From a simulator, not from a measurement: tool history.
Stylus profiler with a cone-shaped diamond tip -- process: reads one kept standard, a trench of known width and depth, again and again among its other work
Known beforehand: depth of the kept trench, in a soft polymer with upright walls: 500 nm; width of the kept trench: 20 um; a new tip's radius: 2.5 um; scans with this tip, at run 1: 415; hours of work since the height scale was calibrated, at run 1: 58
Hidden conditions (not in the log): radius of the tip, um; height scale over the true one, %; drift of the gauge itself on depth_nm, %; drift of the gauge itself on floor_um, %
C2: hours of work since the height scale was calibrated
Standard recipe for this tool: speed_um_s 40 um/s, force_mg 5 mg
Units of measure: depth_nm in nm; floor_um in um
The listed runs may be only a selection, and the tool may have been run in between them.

{"run": 1, "hour": 0.0, "speed_um_s": 40, "force_mg": 5, "scans with this tip": 415, "C2": 58, "depth_nm": 510.83, "floor_um": 16.82}
{"run": 2, "hour": 27.7, "speed_um_s": 40, "force_mg": 5, "scans with this tip": 527, "C2": 74, "depth_nm": 510.82, "floor_um": 16.79}
{"run": 3, "hour": 58.9, "speed_um_s": 40, "force_mg": 5, "scans with this tip": 655, "C2": 92, "depth_nm": 511.01, "floor_um": 16.8}
{"run": 4, "hour": 103.6, "speed_um_s": 40, "force_mg": 5, "scans with this tip": 837, "C2": 118, "depth_nm": 510.77, "floor_um": 16.79}
{"run": 5, "hour": 163.6, "speed_um_s": 40, "force_mg": 4.94, "scans with this tip": 1081, "C2": 152, "depth_nm": 510.99, "floor_um": 16.78}
{"run": 6, "hour": 188.9, "speed_um_s": 40, "force_mg": 5, "scans with this tip": 1185, "C2": 167, "depth_nm": 511, "floor_um": 16.73}
{"run": 7, "hour": 226.8, "speed_um_s": 131, "force_mg": 5, "scans with this tip": 1339, "C2": 189, "depth_nm": 511.05, "floor_um": 16.36}
{"run": 8, "hour": 282.6, "speed_um_s": 131, "force_mg": 5, "scans with this tip": 1566, "C2": 221, "depth_nm": 510.9, "floor_um": 16.31}
{"run": 9, "hour": 315.7, "speed_um_s": 40, "force_mg": 5, "scans with this tip": 1702, "C2": 240, "depth_nm": 511.37, "floor_um": 16.71}
{"run": 10, "hour": 344.8, "speed_um_s": 40, "force_mg": 5, "scans with this tip": 1820, "C2": 257, "depth_nm": 511.53, "floor_um": 16.73}
{"run": 11, "hour": 376.6, "speed_um_s": 40, "force_mg": 6.63, "scans with this tip": 1950, "C2": 275, "depth_nm": 513.48, "floor_um": 16.71}
{"run": 12, "hour": 424.7, "speed_um_s": 40, "force_mg": 5, "scans with this tip": 2146, "C2": 303, "depth_nm": 511.37, "floor_um": 16.66}
{"run": 13, "hour": 469.3, "speed_um_s": 19, "force_mg": 5, "scans with this tip": 2327, "C2": 328, "depth_nm": 511.39, "floor_um": 16.79}
{"run": 14, "hour": 498.3, "speed_um_s": 73, "force_mg": 5, "scans with this tip": 2446, "C2": 345, "depth_nm": 511.35, "floor_um": 16.51}
{"run": 15, "hour": 539.6, "speed_um_s": 30, "force_mg": 5, "scans with this tip": 2614, "C2": 369, "depth_nm": 511.37, "floor_um": 16.71}
{"run": 16, "hour": 569.7, "speed_um_s": 40, "force_mg": 5, "scans with this tip": 2737, "C2": 386, "depth_nm": 511.43, "floor_um": 16.64}
{"run": 17, "hour": 614.1, "speed_um_s": 40, "force_mg": 6.63, "scans with this tip": 2918, "C2": 411, "depth_nm": 513.72, "floor_um": 16.61}
{"run": 18, "hour": 660.4, "speed_um_s": 40, "force_mg": 6.63, "scans with this tip": 3107, "C2": 438, "depth_nm": 513.8, "floor_um": 16.61}
{"run": 19, "hour": 690.4, "speed_um_s": 40, "force_mg": 6.63, "scans with this tip": 3229, "C2": 455, "depth_nm": 513.8, "floor_um": 16.65}
{"run": 20, "hour": 722.1, "speed_um_s": 40, "force_mg": 6.63, "scans with this tip": 3358, "C2": 474, "depth_nm": 514.07, "floor_um": 16.58}
{"run": 21, "hour": 750.8, "speed_um_s": 40, "force_mg": 6.63, "scans with this tip": 3475, "C2": 490, "depth_nm": 513.91, "floor_um": 16.61}
{"run": 22, "hour": 787.6, "speed_um_s": 40, "force_mg": 6.63, "scans with this tip": 3625, "C2": 511, "depth_nm": 513.88, "floor_um": 16.62}
{"run": 23, "hour": 811.9, "speed_um_s": 40, "force_mg": 6.63, "scans with this tip": 3724, "C2": 525, "depth_nm": 514.03, "floor_um": 16.6}
{"run": 24, "hour": 838.3, "speed_um_s": 40, "force_mg": 6.63, "scans with this tip": 3832, "C2": 540, "depth_nm": 514.13, "floor_um": 16.56}
{"run": 25, "hour": 867.6, "speed_um_s": 26, "force_mg": 1.96, "scans with this tip": 3951, "C2": 557, "depth_nm": 507, "floor_um": 16.55}
{"run": 26, "hour": 912.6, "speed_um_s": 128, "force_mg": 12.06, "scans with this tip": 4134, "C2": 583, "depth_nm": 520.18, "floor_um": 16.32}
{"run": 27, "hour": 947.0, "speed_um_s": 57, "force_mg": 12.06, "scans with this tip": 4275, "C2": 603, "depth_nm": 520.46, "floor_um": 16.5}
{"run": 28, "hour": 1005.8, "speed_um_s": 72, "force_mg": 3.19, "scans with this tip": 4514, "C2": 637, "depth_nm": 509.17, "floor_um": 16.24}
{"run": 29, "hour": 1033.9, "speed_um_s": 70, "force_mg": 11.68, "scans with this tip": 4629, "C2": 653, "depth_nm": 519.85, "floor_um": 16.42}
{"run": 30, "hour": 1084.2, "speed_um_s": 92, "force_mg": 9.37, "scans with this tip": 4834, "C2": 682, "depth_nm": 517.5, "floor_um": 16.39}
{"run": 31, "hour": 1130.6, "speed_um_s": 92, "force_mg": 9.37, "scans with this tip": 5023, "C2": 708, "depth_nm": 517.51, "floor_um": 16.39}
{"run": 32, "hour": 1158.8, "speed_um_s": 40, "force_mg": 1.93, "scans with this tip": 5138, "C2": 725, "depth_nm": 507.1, "floor_um": 16.37}
{"run": 33, "hour": 1202.6, "speed_um_s": 23, "force_mg": 4.82, "scans with this tip": 5317, "C2": 750, "depth_nm": 511.95, "floor_um": 16.54}
{"run": 34, "hour": 1258.5, "speed_um_s": 32, "force_mg": 4.16, "scans with this tip": 5545, "C2": 782, "depth_nm": 510.97, "floor_um": 16.42}
{"run": 35, "hour": 1318.5, "speed_um_s": 35, "force_mg": 2.83, "scans with this tip": 5789, "C2": 816, "depth_nm": 508.63, "floor_um": 16.4}
{"run": 36, "hour": 1378.4, "speed_um_s": 35, "force_mg": 2.83, "scans with this tip": 6033, "C2": 851, "depth_nm": 508.48, "floor_um": 16.37}
{"run": 37, "hour": 1429.6, "speed_um_s": 56, "force_mg": 2.04, "scans with this tip": 6242, "C2": 880, "depth_nm": 507.21, "floor_um": 16.19}
{"run": 38, "hour": 1460.5, "speed_um_s": 102, "force_mg": 2.04, "scans with this tip": 6368, "C2": 898, "depth_nm": 507.68, "floor_um": 15.87}
{"run": 39, "hour": 1494.1, "speed_um_s": 45, "force_mg": 2.9, "scans with this tip": 6505, "C2": 917, "depth_nm": 509.46, "floor_um": 16.27}
{"run": 40, "hour": 1540.1, "speed_um_s": 45, "force_mg": 2.9, "scans with this tip": 6693, "C2": 944, "depth_nm": 509.15, "floor_um": 16.31}
{"run": 41, "hour": 1573.4, "speed_um_s": 19, "force_mg": 4.48, "scans with this tip": 6829, "C2": 963, "depth_nm": 511.66, "floor_um": 16.39}
{"run": 42, "hour": 1625.5, "speed_um_s": 19, "force_mg": 4.48, "scans with this tip": 7041, "C2": 993, "depth_nm": 511.72, "floor_um": 16.39}
{"run": 43, "hour": 1661.5, "speed_um_s": 19, "force_mg": 4.48, "scans with this tip": 7188, "C2": 1014, "depth_nm": 511.59, "floor_um": 16.27}
{"run": 44, "hour": 1706.6, "speed_um_s": 19, "force_mg": 4.48, "scans with this tip": 7371, "C2": 1040, "depth_nm": 511.97, "floor_um": 16.34}
{"run": 45, "hour": 1734.0, "speed_um_s": 19, "force_mg": 4.48, "scans with this tip": 7483, "C2": 1055, "depth_nm": 511.99, "floor_um": 16.35}
{"run": 46, "hour": 1767.1, "speed_um_s": 11, "force_mg": 3.33, "scans with this tip": 7618, "C2": 1074, "depth_nm": 510.29, "floor_um": 16.38}
{"run": 47, "hour": 1821.7, "speed_um_s": 11, "force_mg": 3.22, "scans with this tip": 7840, "C2": 1106, "depth_nm": 509.93, "floor_um": 16.4}

Each row is a separate what-if for the run after 47, all from the same tool condition, not one after another. Results?
{"run": "A", "hour": 1869.6, "speed_um_s": 17, "force_mg": 4.77, "scans with this tip": 8036, "C2": 1133, "depth_nm": "?", "floor_um": "?"}
{"run": "B", "hour": 1869.6, "speed_um_s": 14, "force_mg": 7.03, "scans with this tip": 8036, "C2": 1133, "depth_nm": "?", "floor_um": "?"}
{"run": "C", "hour": 1869.6, "speed_um_s": 37, "force_mg": 2.46, "scans with this tip": 8036, "C2": 1133, "depth_nm": "?", "floor_um": "?"}
{"run": "D", "hour": 1869.6, "speed_um_s": 11, "force_mg": 3.01, "scans with this tip": 8036, "C2": 1133, "depth_nm": "?", "floor_um": "?"}

run=A depth_nm=512.26 floor_um=16.31
run=B depth_nm=515.5 floor_um=16.32
run=C depth_nm=508.81 floor_um=16.19
run=D depth_nm=509.95 floor_um=16.26
Stripped of hidden state, with their random variation kept, the same runs would have yielded:
run=A depth_nm=510.18 floor_um=16.92
run=B depth_nm=513.41 floor_um=16.94
run=C depth_nm=506.74 floor_um=16.8
run=D depth_nm=507.88 floor_um=16.87
